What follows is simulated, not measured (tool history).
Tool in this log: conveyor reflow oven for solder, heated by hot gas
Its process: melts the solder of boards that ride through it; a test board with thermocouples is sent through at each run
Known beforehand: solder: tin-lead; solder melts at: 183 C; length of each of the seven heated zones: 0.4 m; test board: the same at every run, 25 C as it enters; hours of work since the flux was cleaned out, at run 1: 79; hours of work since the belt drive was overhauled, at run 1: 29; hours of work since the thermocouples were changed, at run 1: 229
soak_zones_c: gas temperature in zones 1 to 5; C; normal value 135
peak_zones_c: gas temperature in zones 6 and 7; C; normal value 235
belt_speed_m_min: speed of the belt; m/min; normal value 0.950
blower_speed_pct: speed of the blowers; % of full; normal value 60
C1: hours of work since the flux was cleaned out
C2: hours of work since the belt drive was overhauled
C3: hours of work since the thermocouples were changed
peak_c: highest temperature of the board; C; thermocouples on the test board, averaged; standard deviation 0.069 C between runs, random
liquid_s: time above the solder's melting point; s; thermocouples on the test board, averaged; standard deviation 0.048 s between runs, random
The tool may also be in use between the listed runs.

Run 1, day 0.000: usual settings; C1 79; C2 29; C3 229. Result: peak_c 212.37 C, liquid_s 33.60 s.
Run 2, day 0.454: usual settings; C1 86; C2 37; C3 236. Result: peak_c 212.37 C, liquid_s 33.56 s.
Run 3, day 0.883: usual settings; C1 93; C2 44; C3 243. Result: peak_c 212.19 C, liquid_s 33.58 s.
Run 4, day 1.179: usual settings; C1 98; C2 48; C3 248. Result: peak_c 212.27 C, liquid_s 33.50 s.
Run 5, day 1.396: usual settings; C1 102; C2 52; C3 252. Result: peak_c 212.05 C, liquid_s 33.48 s.
Run 6, day 1.692: usual settings; C1 107; C2 57; C3 256. Result: peak_c 211.97 C, liquid_s 33.44 s.
Run 7, day 1.946: usual settings but soak_zones_c 149 C; C1 111; C2 61; C3 261. Result: peak_c 215.41 C, liquid_s 39.04 s.
Run 8, day 2.300: usual settings but soak_zones_c 149 C; C1 117; C2 67; C3 267. Result: peak_c 215.30 C, liquid_s 39.03 s.
Run 9, day 2.496: usual settings but peak_zones_c 248 C; C1 120; C2 70; C3 270. Result: peak_c 222.84 C, liquid_s 39.27 s.
Run 10, day 2.738: usual settings but peak_zones_c 248 C; C1 124; C2 74; C3 274. Result: peak_c 222.84 C, liquid_s 39.31 s.
Run 11, day 3.104: usual settings but belt_speed_m_min 0.984 m/min; C1 130; C2 80; C3 280. Result: peak_c 210.66 C, liquid_s 31.18 s.
Run 12, day 3.550: usual settings but soak_zones_c 123 C; C1 138; C2 88; C3 287. Result: peak_c 209.16 C, liquid_s 28.98 s.
Run 13, day 3.933: usual settings; C1 144; C2 94; C3 293. Result: peak_c 211.98 C, liquid_s 33.39 s.
Run 14, day 4.300: usual settings; C1 150; C2 100; C3 300. Result: peak_c 212.04 C, liquid_s 33.30 s.
Run 15, day 4.483: usual settings; C1 153; C2 103; C3 303. Result: peak_c 211.95 C, liquid_s 33.39 s.
Run 16, day 4.683: usual settings but soak_zones_c 122 C, peak_zones_c 233 C, belt_speed_m_min 1.034 m/min; C1 156; C2 106; C3 306. Result: peak_c 203.43 C, liquid_s 22.19 s.
Run 17, day 5.012: usual settings but soak_zones_c 124 C, peak_zones_c 234 C; C1 162; C2 112; C3 311. Result: peak_c 208.47 C, liquid_s 28.70 s.
Run 18, day 5.275: usual settings but soak_zones_c 124 C, peak_zones_c 234 C; C1 166; C2 116; C3 316. Result: peak_c 208.42 C, liquid_s 28.72 s.
Run 19, day 5.496: usual settings but belt_speed_m_min 0.893 m/min; C1 170; C2 120; C3 319. Result: peak_c 214.18 C, liquid_s 37.29 s.
Run 20, day 5.946: usual settings but soak_zones_c 136 C; C1 177; C2 127; C3 327. Result: peak_c 211.90 C, liquid_s 33.65 s.
Run 21, day 6.267: usual settings but soak_zones_c 142 C, peak_zones_c 248 C, belt_speed_m_min 1.093 m/min, blower_speed_pct 64 % of full; C1 182; C2 132; C3 332. Result: peak_c 219.31 C, liquid_s 33.84 s.
Run 22, day 6.604: usual settings but peak_zones_c 231 C, belt_speed_m_min 1.004 m/min; C1 188; C2 138; C3 338. Result: peak_c 206.40 C, liquid_s 27.54 s.
Run 23, day 6.792: usual settings but soak_zones_c 123 C, blower_speed_pct 68 % of full; C1 191; C2 141; C3 341. Result: peak_c 211.43 C, liquid_s 30.85 s.
Run 24, day 7.171: usual settings but soak_zones_c 123 C, blower_speed_pct 68 % of full; C1 197; C2 147; C3 347. Result: peak_c 211.40 C, liquid_s 30.79 s.
Run 25, day 7.621: usual settings but soak_zones_c 125 C, blower_speed_pct 68 % of full; C1 205; C2 155; C3 354. Result: peak_c 211.82 C, liquid_s 31.46 s.
Run 26, day 8.067: usual settings but soak_zones_c 125 C, peak_zones_c 228 C, blower_speed_pct 70 % of full; C1 212; C2 162; C3 362. Result: peak_c 206.34 C, liquid_s 27.95 s.
Run 27, day 8.283: usual settings but soak_zones_c 125 C, blower_speed_pct 62 % of full; C1 216; C2 166; C3 365. Result: peak_c 209.86 C, liquid_s 29.96 s.
Run 28, day 8.688: usual settings but soak_zones_c 141 C, peak_zones_c 242 C, belt_speed_m_min 0.951 m/min, blower_speed_pct 76 % of full; C1 222; C2 172; C3 372. Result: peak_c 222.81 C, liquid_s 41.09 s.
Run 29, day 8.933: usual settings but soak_zones_c 141 C, peak_zones_c 242 C, belt_speed_m_min 0.951 m/min, blower_speed_pct 76 % of full; C1 226; C2 176; C3 376. Result: peak_c 222.82 C, liquid_s 41.14 s.
Run 30, day 9.325: usual settings but soak_zones_c 140 C, peak_zones_c 245 C, belt_speed_m_min 0.951 m/min, blower_speed_pct 72 % of full; C1 233; C2 183; C3 382. Result: peak_c 224.34 C, liquid_s 41.35 s.

A few steps of peak_c between consecutive runs. Split each: what settings, incoming material and random variation would produce without the hidden state, and what is left over for the hidden state, along with gauge scatter present in only one of the two compared results (measured, and without hidden state):
Hidden conditions of the tool in this case: heat that the gas passes to the board, % of a clean oven's; belt's true speed, % of the reading; true gas temperature in zones 6 and 7 over the reading, C; drift of the gauge itself on peak_c, C; drift of the gauge itself on liquid_s, %.
Run 10 -> 11: peak_zones_c 248 -> 235, belt_speed_m_min 0.950 -> 0.984. peak_c -12.18 C: hidden state +0.00, all else -12.18.
Run 15 -> 16: soak_zones_c 135 -> 122, peak_zones_c 235 -> 233, belt_speed_m_min 0.950 -> 1.034. peak_c -8.52 C: hidden state -0.24, all else -8.28.
Run 20 -> 21: soak_zones_c 136 -> 142, peak_zones_c 235 -> 248, belt_speed_m_min 0.950 -> 1.093, blower_speed_pct 60 -> 64. peak_c +7.41 C: hidden state -0.33, all else +7.74.
Run 21 -> 22: soak_zones_c 142 -> 135, peak_zones_c 248 -> 231, belt_speed_m_min 1.093 -> 1.004, blower_speed_pct 64 -> 60. peak_c -12.91 C: hidden state +0.22, all else -13.13.
Run 27 -> 28: soak_zones_c 125 -> 141, peak_zones_c 235 -> 242, belt_speed_m_min 0.950 -> 0.951, blower_speed_pct 62 -> 76. peak_c +12.95 C: hidden state +0.01, all else +12.94.
